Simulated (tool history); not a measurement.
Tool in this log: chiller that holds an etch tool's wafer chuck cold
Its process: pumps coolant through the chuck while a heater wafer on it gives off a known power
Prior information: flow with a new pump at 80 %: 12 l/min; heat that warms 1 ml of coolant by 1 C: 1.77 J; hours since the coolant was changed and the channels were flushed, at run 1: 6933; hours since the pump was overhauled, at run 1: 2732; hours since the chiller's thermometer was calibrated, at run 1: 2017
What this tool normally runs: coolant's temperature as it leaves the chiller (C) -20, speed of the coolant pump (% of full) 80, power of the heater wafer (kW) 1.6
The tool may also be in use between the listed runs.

run	hour	coolant's temperature as it leaves the chiller (C)	speed of the coolant pump (% of full)	power of the heater wafer (kW)	hours since the coolant was changed and the channels were flushed	hours since the pump was overhauled	hours since the chiller's thermometer was calibrated	chuck's temperature once it has settled (C)	how much warmer the coolant comes back (C)
1	0	-20	80	1.6	6933	2732	2017	-6.8	4.68
2	123.6	-22	80	1.6	7057	2855	2140	-8.8	4.72
3	206.3	-22	80	1.149	7140	2938	2223	-12.4	3.41
4	304.5	-20	80	1.815	7238	3036	2321	-4.7	5.28
5	358.4	-20	80	1.815	7292	3090	2375	-4.9	5.32
6	429.8	-20	80	1.815	7363	3161	2446	-4.8	5.33
7	554.4	-20	80	1.815	7488	3286	2571	-4.7	5.31
8	648	-20	80	2.313	7581	3379	2665	-0.6	6.79
9	698.6	-20	80	2.313	7632	3430	2715	-0.6	6.8
10	761.8	-20	80	2.313	7695	3493	2778	-0.5	6.84
11	856.8	-20	80	2.313	7790	3588	2873	-0.6	6.79
12	932.9	-20	80	2.313	7866	3664	2949	-0.2	6.79
13	986.2	-20	89	1.42	7919	3718	3003	-9	3.73
14	1098.1	-25	90	1.179	8031	3830	3115	-16	3.04
15	1185.6	-22	95	1.891	8119	3917	3202	-8	4.65
16	1257.6	-20	94	1.6	8191	3989	3274	-7.9	3.97
# hour 1292.2: coolant changed, channels flushed
17	1358	-25	87	2.189	66	4084	3369	-9.5	5.91
18	1428.9	-19	90	0.924	137	4154	3439	-12.8	2.42
19	1528.5	-19	90	0.924	236	4254	3539	-12.8	2.4
20	1588.5	-20	80	0.888	296	4314	3599	-13.3	2.62
21	1647.6	-20	62	1.46	355	4373	3658	-6.2	5.81
22	1734.9	-20	62	1.46	443	4460	3745	-6	5.79
23	1809.6	-13	67	1.391	517	4535	3820	-0.8	5.06
24	1895.1	-13	67	1.391	603	4621	3906	-0.9	5.08

Some steps in chuck's temperature once it has settled (C) between neighbouring runs. How much of each would the tool show without its hidden state too (settings, what came in, random variation), and how much is left for the hidden state, with any gauge scatter that isn't in both results?
The tool's hidden condition here consists of: heat passed by the chuck's channels, % of clean ones'; flow at a given pump speed, % of a new pump's; coolant's true temperature over the reading, C; drift of the gauge itself on chuck_c, C; drift of the gauge itself on warmer_back_c, C.
Run 12 -> 13: speed of the coolant pump (% of full) 80 -> 89, power of the heater wafer (kW) 2.313 -> 1.42. chuck's temperature once it has settled (C) -8.8: hidden state -1.1, all else -7.7.
Run 14 -> 15: coolant's temperature as it leaves the chiller (C) -25 -> -22, speed of the coolant pump (% of full) 90 -> 95, power of the heater wafer (kW) 1.179 -> 1.891. chuck's temperature once it has settled (C) +8: hidden state +0.6, all else +7.4.
Run 16 -> 17: coolant's temperature as it leaves the chiller (C) -20 -> -25, speed of the coolant pump (% of full) 94 -> 87, power of the heater wafer (kW) 1.6 -> 2.189, coolant changed, channels flushed. chuck's temperature once it has settled (C) -1.6: hidden state -1, all else -0.6.

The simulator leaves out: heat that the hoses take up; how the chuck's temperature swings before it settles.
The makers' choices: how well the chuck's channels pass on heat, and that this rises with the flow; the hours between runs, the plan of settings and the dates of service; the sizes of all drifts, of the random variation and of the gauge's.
